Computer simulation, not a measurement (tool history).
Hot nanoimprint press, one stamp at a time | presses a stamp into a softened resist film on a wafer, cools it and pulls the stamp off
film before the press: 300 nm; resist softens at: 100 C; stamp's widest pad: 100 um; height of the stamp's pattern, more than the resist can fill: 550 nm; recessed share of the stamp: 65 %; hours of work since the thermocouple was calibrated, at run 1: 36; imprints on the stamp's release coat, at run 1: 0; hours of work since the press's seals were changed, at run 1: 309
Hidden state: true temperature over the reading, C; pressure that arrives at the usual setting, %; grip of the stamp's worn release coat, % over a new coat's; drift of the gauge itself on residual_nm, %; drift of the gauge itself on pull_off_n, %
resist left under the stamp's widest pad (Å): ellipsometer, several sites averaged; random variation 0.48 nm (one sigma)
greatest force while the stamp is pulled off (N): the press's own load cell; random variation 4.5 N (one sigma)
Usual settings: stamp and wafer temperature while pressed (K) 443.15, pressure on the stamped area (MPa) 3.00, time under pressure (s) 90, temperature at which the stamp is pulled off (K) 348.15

run   hour  stamp and wafer temperature while pressed (K)  pressure on the stamped area (MPa)  time under pressure (s)  temperature at which the stamp is pulled off (K)  hours of work since the thermocouple was calibrated  imprints on the stamp's release coat  hours of work since the press's seals were changed  resist left under the stamp's widest pad (Å)  greatest force while the stamp is pulled off (N)
  1    0.0                                         443.15                                3.00                       90                                            348.15                                                   36                                     0                                                 309                                          1209                                               217
  2   15.7                                         443.15                                3.00                       90                                            348.15                                                   47                                    83                                                 320                                          1213                                               225
  3   41.9                                         443.15                                3.00                       90                                            348.15                                                   67                                   221                                                 340                                          1227                                               233
  4   68.7                                         443.15                                3.00                       90                                            348.15                                                   87                                   361                                                 360                                          1221                                               241
  5   82.3                                         443.15                                3.00                       90                                            348.15                                                   98                                   433                                                 371                                          1225                                               246
  6  108.9                                         443.15                                3.00                       90                                            348.15                                                  118                                   572                                                 391                                          1225                                               256
  7  135.8                                         455.15                                3.00                       90                                            348.15                                                  138                                   714                                                 411                                           784                                               262
  8  167.8                                         443.15                                3.00                       79                                            354.15                                                  162                                   882                                                 435                                          1289                                               232
  9  201.3                                         454.15                                2.21                      153                                            336.15                                                  187                                  1058                                                 460                                           819                                               364
 10  226.0                                         442.15                                2.21                      153                                            348.15                                                  206                                  1187                                                 479                                          1286                                               288
 11  243.1                                         442.15                                2.21                      153                                            348.15                                                  219                                  1277                                                 492                                          1282                                               306
 12  260.7                                         442.15                                2.21                      153                                            348.15                                                  232                                  1369                                                 505                                          1294                                               288

Run 13 comes next. What will it give?
     288.0  -- stamp cleaned and given a new release coat
 13  288.0                                         442.15                                2.21                       52                                            348.15                                                  248                                     0                                                 521                                             ?                                                 ?

resist left under the stamp's widest pad (Å): 1813
greatest force while the stamp is pulled off (N): 217
Without the tool's hidden state the same run would have given resist left under the stamp's widest pad (Å) 1756, greatest force while the stamp is pulled off (N) 213.

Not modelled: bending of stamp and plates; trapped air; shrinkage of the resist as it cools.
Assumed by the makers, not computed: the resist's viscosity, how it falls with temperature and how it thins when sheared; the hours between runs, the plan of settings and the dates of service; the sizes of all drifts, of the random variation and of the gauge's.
